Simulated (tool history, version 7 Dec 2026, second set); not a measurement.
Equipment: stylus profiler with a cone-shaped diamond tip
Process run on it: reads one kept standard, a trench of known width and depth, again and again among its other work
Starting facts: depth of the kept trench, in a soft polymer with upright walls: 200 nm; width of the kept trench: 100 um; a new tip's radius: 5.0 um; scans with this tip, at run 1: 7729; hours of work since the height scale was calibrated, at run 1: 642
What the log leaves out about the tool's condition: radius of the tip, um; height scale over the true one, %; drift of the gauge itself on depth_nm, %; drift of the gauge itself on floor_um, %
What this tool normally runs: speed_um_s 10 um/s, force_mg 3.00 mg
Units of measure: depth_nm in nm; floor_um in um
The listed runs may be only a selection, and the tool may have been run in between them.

run	hour	speed_um_s	force_mg	scans with this tip	hours of work since the height scale was calibrated	depth_nm	floor_um
1	0.0	10	3.00	7729	642	203.40	97.14
2	24.1	10	3.00	7851	652	203.43	97.12
3	54.1	10	3.00	8003	664	203.39	97.17
4	71.7	5	3.00	8092	672	203.22	97.24
5	94.7	10	3.00	8209	681	203.27	97.15
6	113.6	10	3.00	8304	689	203.36	97.17
7	135.7	10	3.00	8416	699	203.24	97.23
8	159.2	10	1.39	8535	708	202.01	97.16
9	173.8	10	2.91	8609	715	203.15	97.16
10	196.2	10	3.00	8722	724	203.38	97.22
11	210.7	10	7.49	8796	730	206.09	97.13
12	238.3	3	3.00	8936	742	203.37	97.23
13	258.3	8	1.25	9037	750	201.84	97.17
14	277.8	18	5.38	9136	758	204.97	97.23
15	308.7	7	3.21	9292	771	203.53	97.17
16	332.9	7	3.21	9415	781	203.59	97.15
17	346.1	10	1.87	9482	787	202.37	97.18
18	362.8	3	1.09	9566	794	201.76	97.19
19	392.2	3	1.09	9715	806	201.58	97.17

4 ways to go on from here, each from the tool as it stands after run 19. What would each give?
A	421.3	3	1.55	9863	819	?	?
B	421.3	3	6.90	9863	819	?	?
C	421.3	17	4.07	9863	819	?	?
D	421.3	4	1.00	9863	819	?	?

run	depth_nm	floor_um
A	202.05	97.15
B	205.81	97.20
C	204.10	97.18
D	201.64	97.20
Without the tool's unlogged condition, the same runs would have read:
run	depth_nm	floor_um
A	202.06	97.16
B	205.83	97.20
C	204.11	97.19
D	201.65	97.20

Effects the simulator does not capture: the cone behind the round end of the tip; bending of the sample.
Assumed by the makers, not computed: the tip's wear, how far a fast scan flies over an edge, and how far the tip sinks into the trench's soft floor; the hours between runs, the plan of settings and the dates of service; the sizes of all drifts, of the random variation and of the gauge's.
